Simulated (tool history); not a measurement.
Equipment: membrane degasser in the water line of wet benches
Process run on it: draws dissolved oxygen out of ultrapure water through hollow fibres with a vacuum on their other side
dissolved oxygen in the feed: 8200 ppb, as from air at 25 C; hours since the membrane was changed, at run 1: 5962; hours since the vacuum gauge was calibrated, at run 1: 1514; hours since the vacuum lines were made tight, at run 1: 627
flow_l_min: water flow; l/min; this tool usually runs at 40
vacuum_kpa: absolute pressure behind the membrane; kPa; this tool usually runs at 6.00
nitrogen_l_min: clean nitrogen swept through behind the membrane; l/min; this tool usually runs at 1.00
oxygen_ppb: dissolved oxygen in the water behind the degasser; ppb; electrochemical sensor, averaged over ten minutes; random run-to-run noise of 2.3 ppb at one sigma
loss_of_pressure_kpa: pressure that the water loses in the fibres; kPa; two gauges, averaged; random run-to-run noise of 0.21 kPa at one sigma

run    hour  flow_l_min  vacuum_kpa  nitrogen_l_min  hours since the membrane was changed  hours since the vacuum gauge was calibrated  hours since the vacuum lines were made tight  oxygen_ppb  loss_of_pressure_kpa
  1     0.0          40        6.00            1.00                                  5962                                         1514                                           627       236.3                 53.13
  2   100.2          40        6.00            1.00                                  6063                                         1614                                           727       237.8                 52.78
  3   305.5          40        6.00            1.00                                  6268                                         1819                                           933       235.6                 52.69
  4   420.0          40        6.00            1.00                                  6383                                         1934                                          1047       238.0                 53.02
  5   584.7          40        6.00            1.00                                  6547                                         2098                                          1212       239.8                 52.88
  6   705.4          40        6.00            1.00                                  6668                                         2219                                          1332       242.7                 53.09
  7   839.0          40        6.00            1.00                                  6802                                         2353                                          1466       242.7                 53.10
  8   970.0          49        6.00            1.00                                  6932                                         2484                                          1597       284.7                 64.77
  9  1100.8          40        4.98            1.00                                  7063                                         2615                                          1728       162.3                 52.94
 10  1296.2          40        6.00            0.55                                  7259                                         2810                                          1923       367.0                 53.62
 11  1406.2          40        6.00            0.55                                  7369                                         2920                                          2033       364.6                 53.12
 12  1517.3          40        6.00            0.91                                  7480                                         3031                                          2144       259.3                 53.13
 13  1600.6          40        6.00            0.91                                  7563                                         3114                                          2228       257.6                 53.20
 14  1760.6          40        6.00            1.00                                  7723                                         3274                                          2388       246.3                 53.27
 15  1919.8          40        6.00            1.00                                  7882                                         3434                                          2547       246.2                 53.52
 16  2059.2          40        6.00            1.00                                  8022                                         3573                                          2686       249.1                 53.91
 17  2237.3          40        6.00            1.00                                  8200                                         3751                                          2864       244.3                 53.42
 18  2370.2          59        8.74            1.95                                  8333                                         3884                                          2997       371.8                 79.47
 19  2508.3          59        9.25            1.95                                  8471                                         4022                                          3135       413.6                 78.74
 20  2612.1          40        6.00            2.66                                  8575                                         4126                                          3239       111.6                 53.49
 21  2712.1          40        9.71            1.76                                  8675                                         4226                                          3339       327.9                 54.11
 22  2886.3          40       10.16            1.56                                  8849                                         4400                                          3513       389.8                 53.73
     2905.1  -- vacuum gauge calibrated
 23  3025.8          40        3.97            0.90                                  8988                                          121                                          3652       109.2                 54.23
 24  3205.8          30        5.06            1.22                                  9168                                          301                                          3832       125.5                 41.09
 25  3403.6          30        5.06            1.22                                  9366                                          498                                          4030       124.9                 40.28
 26  3486.4          30        5.06            1.22                                  9448                                          581                                          4113       123.7                 40.43
 27  3588.6          25       10.63            0.97                                  9551                                          683                                          4215       431.3                 34.00
 28  3770.7          40        5.61            2.58                                  9733                                          866                                          4397       111.6                 54.67
 29  3897.9          32       13.00            0.95                                  9860                                          993                                          4524       669.5                 43.51
     3916.6  -- seals of the vacuum lines changed
 30  4059.8          47       13.52            1.64                                 10020                                         1153                                           143       628.9                 63.67
     4091.5  -- vacuum gauge calibrated, once more
 31  4257.8          47       13.52            1.64                                 10217                                          166                                           341       600.6                 63.65
 32  4433.2          47        4.29            1.64                                 10393                                          342                                           516        82.6                 63.77
 33  4573.6          47        7.50            0.60                                 10533                                          482                                           656       555.5                 64.15

3 ways to go on from here, each from the tool as it stands after run 33. What would each give?
  A  4740.7          47       13.61            0.60                                 10700                                          649                                           824           ?                     ?
  B  4740.7          31        7.50            0.60                                 10700                                          649                                           824           ?                     ?
  C  4740.7          47        3.69            0.60                                 10700                                          649                                           824           ?                     ?

run  oxygen_ppb  loss_of_pressure_kpa
  A      1246.9                 64.38
  B       414.1                 42.27
  C        84.9                 64.20
Without the tool's hidden state the same runs would have given:
run  oxygen_ppb  loss_of_pressure_kpa
  A      1236.4                 58.98
  B       406.4                 38.71
  C        71.4                 58.81
